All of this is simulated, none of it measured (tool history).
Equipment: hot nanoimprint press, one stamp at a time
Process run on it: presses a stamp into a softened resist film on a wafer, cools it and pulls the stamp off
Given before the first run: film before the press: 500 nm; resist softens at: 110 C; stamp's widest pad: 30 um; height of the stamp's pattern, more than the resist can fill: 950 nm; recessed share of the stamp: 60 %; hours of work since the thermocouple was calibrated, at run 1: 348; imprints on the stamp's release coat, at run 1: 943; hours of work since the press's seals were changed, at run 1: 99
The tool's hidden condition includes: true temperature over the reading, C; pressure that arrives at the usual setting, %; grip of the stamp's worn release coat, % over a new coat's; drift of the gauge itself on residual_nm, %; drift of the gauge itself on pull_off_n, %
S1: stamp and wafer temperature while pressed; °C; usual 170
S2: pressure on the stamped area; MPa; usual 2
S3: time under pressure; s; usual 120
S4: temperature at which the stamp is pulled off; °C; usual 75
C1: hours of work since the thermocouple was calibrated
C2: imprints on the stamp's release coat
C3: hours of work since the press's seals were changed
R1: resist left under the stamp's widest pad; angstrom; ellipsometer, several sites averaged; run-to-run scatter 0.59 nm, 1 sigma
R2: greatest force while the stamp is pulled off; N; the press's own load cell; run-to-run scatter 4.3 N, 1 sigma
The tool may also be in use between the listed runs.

run 1 hour=0 | S1=170 S2=2 S3=120 S4=75 | C1=348 C2=943 C3=99 | R1=2952 R2=214
run 2 hour=9.2 | S1=170 S2=2.07 S3=120 S4=75 | C1=354 C2=961 C3=104 | R1=2924 R2=204
-- hour=19.9 plate thermocouple calibrated
run 3 hour=20.4 | S1=161 S2=2 S3=120 S4=75 | C1=0 C2=978 C3=110 | R1=3736 R2=212
run 4 hour=26.9 | S1=170 S2=1.4 S3=120 S4=75 | C1=4 C2=991 C3=113 | R1=3384 R2=206
run 5 hour=35.7 | S1=170 S2=2 S3=120 S4=75 | C1=10 C2=1009 C3=119 | R1=2985 R2=208
run 6 hour=40.8 | S1=170 S2=2 S3=120 S4=75 | C1=13 C2=1019 C3=122 | R1=2982 R2=213
run 7 hour=51.7 | S1=170 S2=2 S3=120 S4=75 | C1=19 C2=1041 C3=129 | R1=2998 R2=213
run 8 hour=57.8 | S1=170 S2=2 S3=120 S4=75 | C1=23 C2=1053 C3=132 | R1=2990 R2=222
run 9 hour=66.1 | S1=170 S2=2 S3=120 S4=75 | C1=28 C2=1070 C3=137 | R1=3006 R2=207
run 10 hour=76.7 | S1=170 S2=2 S3=120 S4=75 | C1=35 C2=1091 C3=144 | R1=3010 R2=216
run 11 hour=85.9 | S1=170 S2=2 S3=120 S4=75 | C1=40 C2=1109 C3=149 | R1=3013 R2=210
run 12 hour=91 | S1=170 S2=2 S3=120 S4=75 | C1=43 C2=1120 C3=153 | R1=3013 R2=213
-- hour=96.4 gauge calibrated
run 13 hour=96.8 | S1=170 S2=2 S3=146 S4=75 | C1=47 C2=1131 C3=156 | R1=2777 R2=220
run 14 hour=105.3 | S1=170 S2=2 S3=146 S4=75 | C1=52 C2=1148 C3=161 | R1=2780 R2=213
run 15 hour=115.2 | S1=170 S2=3.08 S3=146 S4=75 | C1=58 C2=1168 C3=167 | R1=2313 R2=215
run 16 hour=122.7 | S1=170 S2=3.08 S3=146 S4=75 | C1=63 C2=1183 C3=172 | R1=2319 R2=214
run 17 hour=127.9 | S1=170 S2=3.08 S3=146 S4=75 | C1=66 C2=1194 C3=175 | R1=2320 R2=212
run 18 hour=132.7 | S1=170 S2=2 S3=120 S4=66 | C1=69 C2=1203 C3=178 | R1=2976 R2=223
run 19 hour=143.6 | S1=170 S2=2 S3=120 S4=66 | C1=75 C2=1225 C3=185 | R1=3002 R2=232
run 20 hour=150.5 | S1=160 S2=1.69 S3=120 S4=66 | C1=80 C2=1239 C3=189 | R1=3989 R2=228
run 21 hour=156.4 | S1=175 S2=1.69 S3=130 S4=66 | C1=83 C2=1251 C3=192 | R1=2714 R2=223
run 22 hour=161.9 | S1=175 S2=2.93 S3=133 S4=66 | C1=87 C2=1262 C3=196 | R1=2104 R2=222
run 23 hour=171.7 | S1=170 S2=2.93 S3=85 S4=66 | C1=93 C2=1282 C3=202 | R1=2888 R2=223
-- hour=181.7 stamp cleaned and given a new release coat
run 24 hour=184.2 | S1=170 S2=2.93 S3=85 S4=66 | C1=97 C2=5 C3=206 | R1=2874 R2=222
run 25 hour=194.1 | S1=164 S2=1.92 S3=225 S4=76 | C1=103 C2=25 C3=212 | R1=3007 R2=205
run 26 hour=199.9 | S1=158 S2=2.76 S3=120 S4=72 | C1=106 C2=36 C3=215 | R1=3708 R2=213
run 27 hour=208.9 | S1=170 S2=2.06 S3=120 S4=75 | C1=112 C2=55 C3=221 | R1=2989 R2=215
run 28 hour=219.6 | S1=170 S2=3.11 S3=120 S4=67 | C1=118 C2=76 C3=227 | R1=2528 R2=221
run 29 hour=225.2 | S1=170 S2=2.04 S3=120 S4=66 | C1=122 C2=87 C3=231 | R1=3012 R2=217
run 30 hour=231.2 | S1=170 S2=2.04 S3=120 S4=66 | C1=125 C2=99 C3=234 | R1=3013 R2=224
run 31 hour=239.1 | S1=170 S2=2.04 S3=120 S4=66 | C1=130 C2=115 C3=239 | R1=3026 R2=223

Each row is a separate what-if for the run after 31, all from the same tool condition, not one after another. Results?
run A hour=244.9 | S1=179 S2=2 S3=120 S4=69 | C1=134 C2=127 C3=243 | R1=? R2=?
run B hour=244.9 | S1=170 S2=1.53 S3=120 S4=75 | C1=134 C2=127 C3=243 | R1=? R2=?
run C hour=244.9 | S1=170 S2=2.04 S3=196 S4=62 | C1=134 C2=127 C3=243 | R1=? R2=?

run=A R1=2343 R2=213
run=B R1=3350 R2=222
run=C R1=2573 R2=221
Stripped of hidden state, with their random variation kept, the same runs would have yielded:
run=A R1=2271 R2=212
run=B R1=3248 R2=221
run=C R1=2495 R2=221

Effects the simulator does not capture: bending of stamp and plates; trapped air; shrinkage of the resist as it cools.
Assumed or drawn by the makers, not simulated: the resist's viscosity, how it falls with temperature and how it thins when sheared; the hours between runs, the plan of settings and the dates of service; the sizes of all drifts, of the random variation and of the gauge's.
